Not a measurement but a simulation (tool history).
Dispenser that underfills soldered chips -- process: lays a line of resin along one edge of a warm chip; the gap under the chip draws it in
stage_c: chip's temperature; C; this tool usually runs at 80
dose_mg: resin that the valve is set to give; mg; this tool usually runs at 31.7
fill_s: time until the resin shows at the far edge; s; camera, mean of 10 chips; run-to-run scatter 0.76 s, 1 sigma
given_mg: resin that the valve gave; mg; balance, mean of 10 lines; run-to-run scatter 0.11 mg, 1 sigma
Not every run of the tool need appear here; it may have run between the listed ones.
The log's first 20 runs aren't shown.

run   hour  stage_c  dose_mg  fill_s  given_mg
     186.4  -- new syringe of resin
 21    193       93     31.1    61.2     30.81
     195.9  -- new syringe of resin
       205  -- new syringe of resin
 22  205.6       70     30.8   104.7      30.4
 23  212.2       81     30.8      97     30.43
     214.5  -- new syringe of resin
     223.8  -- new syringe of resin
 24  224.8       81     30.8    69.6     30.24
       233  -- new syringe of resin
 25  233.5       67     36.4   113.1     35.37
     236.9  -- dispensing valve cleaned and set on the balance
 26  242.4       72     29.7   145.7     29.89
     243.6  -- new syringe of resin
 27  249.3       72     29.7   125.8      29.6
     252.8  -- new syringe of resin
 28    260       72     29.7   140.4     29.57
     262.2  -- new syringe of resin
 29  266.3       72     29.7     114     29.42
     271.8  -- new syringe of resin
 30  273.9       86     28.9    61.1     28.61
     281.3  -- new syringe of resin
 31  283.9       68     28.4   127.8     28.12
     290.8  -- new syringe of resin
 32  294.8       76     40.6    92.8     40.03
     300.4  -- new syringe of resin
 33  305.9       77     35.7    99.5     35.26

Predict each of these 4 candidate next runs independently; none follows another, all start after run 33:
     309.8  -- new syringe of resin
     313.8  -- dispensing valve cleaned and set on the balance
  A  317.2       86       41       ?         ?
     309.8  -- new syringe of resin
     313.8  -- dispensing valve cleaned and set on the balance
  B  317.2       82     28.3       ?         ?
     309.8  -- new syringe of resin
     313.8  -- dispensing valve cleaned and set on the balance
  C  317.2       77     39.8       ?         ?
     309.8  -- new syringe of resin
     313.8  -- dispensing valve cleaned and set on the balance
  D  317.2       80     38.5       ?         ?

run  fill_s  given_mg
  A    72.2     41.01
  B    89.7     28.51
  C     103     39.81
  D    91.7      38.3
What these runs would have given with no unlogged condition in the tool:
run  fill_s  given_mg
  A    53.9        41
  B      67     28.51
  C      77      39.8
  D    68.5      38.3
